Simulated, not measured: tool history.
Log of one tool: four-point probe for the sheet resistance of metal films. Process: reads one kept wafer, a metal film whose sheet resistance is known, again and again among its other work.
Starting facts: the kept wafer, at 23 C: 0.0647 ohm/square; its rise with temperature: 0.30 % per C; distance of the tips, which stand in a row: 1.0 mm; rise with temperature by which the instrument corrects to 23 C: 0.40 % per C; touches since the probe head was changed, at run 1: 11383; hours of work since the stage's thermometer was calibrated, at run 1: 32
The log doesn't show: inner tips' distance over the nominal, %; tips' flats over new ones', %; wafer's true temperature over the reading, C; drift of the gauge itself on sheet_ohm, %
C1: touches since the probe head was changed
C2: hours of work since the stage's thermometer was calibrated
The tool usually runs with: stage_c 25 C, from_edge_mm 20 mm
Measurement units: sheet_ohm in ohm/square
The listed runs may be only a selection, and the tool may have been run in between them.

{"run": 1, "hour": 0.0, "stage_c": 25, "from_edge_mm": 20, "C1": 11383, "C2": 32, "sheet_ohm": 0.064432}
{"run": 2, "hour": 15.1, "stage_c": 25, "from_edge_mm": 40, "C1": 11781, "C2": 42, "sheet_ohm": 0.064383}
{"run": 3, "hour": 27.4, "stage_c": 25, "from_edge_mm": 26, "C1": 12106, "C2": 50, "sheet_ohm": 0.064425}
{"run": 4, "hour": 40.3, "stage_c": 25, "from_edge_mm": 26, "C1": 12443, "C2": 59, "sheet_ohm": 0.064401}
{"run": 5, "hour": 56.3, "stage_c": 25, "from_edge_mm": 26, "C1": 12866, "C2": 69, "sheet_ohm": 0.064397}
{"run": 6, "hour": 76.6, "stage_c": 21, "from_edge_mm": 20, "C1": 13400, "C2": 83, "sheet_ohm": 0.064681}
{"run": 7, "hour": 88.1, "stage_c": 21, "from_edge_mm": 20, "C1": 13704, "C2": 90, "sheet_ohm": 0.06468}
{"run": 8, "hour": 100.5, "stage_c": 29, "from_edge_mm": 20, "C1": 14028, "C2": 99, "sheet_ohm": 0.064155}
{"run": 9, "hour": 113.1, "stage_c": 29, "from_edge_mm": 20, "C1": 14361, "C2": 107, "sheet_ohm": 0.064156}
{"run": 10, "hour": 133.4, "stage_c": 29, "from_edge_mm": 20, "C1": 14896, "C2": 121, "sheet_ohm": 0.064167}
{"run": 11, "hour": 143.3, "stage_c": 25, "from_edge_mm": 20, "C1": 15156, "C2": 127, "sheet_ohm": 0.064389}
{"run": 12, "hour": 156.8, "stage_c": 25, "from_edge_mm": 20, "C1": 15512, "C2": 136, "sheet_ohm": 0.06441}
{"run": 13, "hour": 174.7, "stage_c": 25, "from_edge_mm": 20, "C1": 15982, "C2": 148, "sheet_ohm": 0.064389}
{"run": 14, "hour": 186.4, "stage_c": 25, "from_edge_mm": 40, "C1": 16290, "C2": 156, "sheet_ohm": 0.064342}
{"run": 15, "hour": 202.5, "stage_c": 25, "from_edge_mm": 40, "C1": 16715, "C2": 167, "sheet_ohm": 0.064313}
{"hour": 204.4, "done": "stage's thermometer calibrated"}
{"run": 16, "hour": 217.9, "stage_c": 25, "from_edge_mm": 20, "C1": 17107, "C2": 9, "sheet_ohm": 0.064403}
{"run": 17, "hour": 237.7, "stage_c": 25, "from_edge_mm": 4, "C1": 17629, "C2": 22, "sheet_ohm": 0.066398}
{"run": 18, "hour": 252.7, "stage_c": 25, "from_edge_mm": 4, "C1": 18022, "C2": 32, "sheet_ohm": 0.066394}
{"run": 19, "hour": 264.7, "stage_c": 25, "from_edge_mm": 4, "C1": 18339, "C2": 40, "sheet_ohm": 0.066376}
{"run": 20, "hour": 280.5, "stage_c": 25, "from_edge_mm": 4, "C1": 18755, "C2": 51, "sheet_ohm": 0.066379}
{"hour": 288.1, "done": "stage's thermometer calibrated, once more"}
{"run": 21, "hour": 296.7, "stage_c": 25, "from_edge_mm": 4, "C1": 19168, "C2": 6, "sheet_ohm": 0.066352}
{"run": 22, "hour": 305.2, "stage_c": 34, "from_edge_mm": 20, "C1": 19391, "C2": 11, "sheet_ohm": 0.0638}
{"run": 23, "hour": 323.4, "stage_c": 25, "from_edge_mm": 20, "C1": 19870, "C2": 23, "sheet_ohm": 0.064331}
{"run": 24, "hour": 338.9, "stage_c": 30, "from_edge_mm": 10, "C1": 20279, "C2": 34, "sheet_ohm": 0.064257}
{"run": 25, "hour": 355.9, "stage_c": 18, "from_edge_mm": 26, "C1": 20727, "C2": 45, "sheet_ohm": 0.064734}
{"run": 26, "hour": 374.5, "stage_c": 32, "from_edge_mm": 11, "C1": 21217, "C2": 58, "sheet_ohm": 0.064085}
{"run": 27, "hour": 391.8, "stage_c": 25, "from_edge_mm": 46, "C1": 21671, "C2": 69, "sheet_ohm": 0.064254}
{"run": 28, "hour": 408.6, "stage_c": 25, "from_edge_mm": 11, "C1": 22115, "C2": 80, "sheet_ohm": 0.064549}
{"run": 29, "hour": 429.2, "stage_c": 25, "from_edge_mm": 11, "C1": 22656, "C2": 94, "sheet_ohm": 0.064519}
{"run": 30, "hour": 446.9, "stage_c": 23, "from_edge_mm": 3, "C1": 23124, "C2": 106, "sheet_ohm": 0.067943}
{"run": 31, "hour": 460.7, "stage_c": 21, "from_edge_mm": 9, "C1": 23486, "C2": 115, "sheet_ohm": 0.064889}
{"run": 32, "hour": 475.9, "stage_c": 21, "from_edge_mm": 9, "C1": 23887, "C2": 125, "sheet_ohm": 0.06488}
{"run": 33, "hour": 496.5, "stage_c": 24, "from_edge_mm": 19, "C1": 24428, "C2": 139, "sheet_ohm": 0.064361}
{"run": 34, "hour": 516.8, "stage_c": 23, "from_edge_mm": 21, "C1": 24962, "C2": 152, "sheet_ohm": 0.0644}
{"run": 35, "hour": 529.5, "stage_c": 18, "from_edge_mm": 11, "C1": 25298, "C2": 161, "sheet_ohm": 0.064939}
{"run": 36, "hour": 549.8, "stage_c": 30, "from_edge_mm": 20, "C1": 25833, "C2": 175, "sheet_ohm": 0.063976}
{"run": 37, "hour": 567.7, "stage_c": 18, "from_edge_mm": 27, "C1": 26304, "C2": 186, "sheet_ohm": 0.064696}
{"run": 38, "hour": 586.9, "stage_c": 18, "from_edge_mm": 19, "C1": 26809, "C2": 199, "sheet_ohm": 0.064697}
{"run": 39, "hour": 603.8, "stage_c": 18, "from_edge_mm": 19, "C1": 27253, "C2": 210, "sheet_ohm": 0.064724}
{"run": 40, "hour": 622.7, "stage_c": 26, "from_edge_mm": 22, "C1": 27750, "C2": 223, "sheet_ohm": 0.064158}
{"run": 41, "hour": 639.2, "stage_c": 35, "from_edge_mm": 15, "C1": 28185, "C2": 234, "sheet_ohm": 0.063739}
{"run": 42, "hour": 657.0, "stage_c": 29, "from_edge_mm": 15, "C1": 28656, "C2": 246, "sheet_ohm": 0.064072}
{"run": 43, "hour": 666.4, "stage_c": 31, "from_edge_mm": 11, "C1": 28901, "C2": 252, "sheet_ohm": 0.064089}
{"run": 44, "hour": 677.2, "stage_c": 32, "from_edge_mm": 19, "C1": 29186, "C2": 259, "sheet_ohm": 0.063809}
{"run": 45, "hour": 694.2, "stage_c": 32, "from_edge_mm": 19, "C1": 29634, "C2": 271, "sheet_ohm": 0.063829}

3 options for the next run, each taken on its own from the tool as it stands now. Forecast them:
{"run": "A", "hour": 705.0, "stage_c": 28, "from_edge_mm": 20, "C1": 29917, "C2": 278, "sheet_ohm": "?"}
{"run": "B", "hour": 705.0, "stage_c": 25, "from_edge_mm": 11, "C1": 29917, "C2": 278, "sheet_ohm": "?"}
{"run": "C", "hour": 705.0, "stage_c": 33, "from_edge_mm": 4, "C1": 29917, "C2": 278, "sheet_ohm": "?"}

run=A sheet_ohm=0.064065
run=B sheet_ohm=0.064439
run=C sheet_ohm=0.065745
Without the tool's hidden state the same runs would have given:
run=A sheet_ohm=0.064495
run=B sheet_ohm=0.064871
run=C sheet_ohm=0.066185
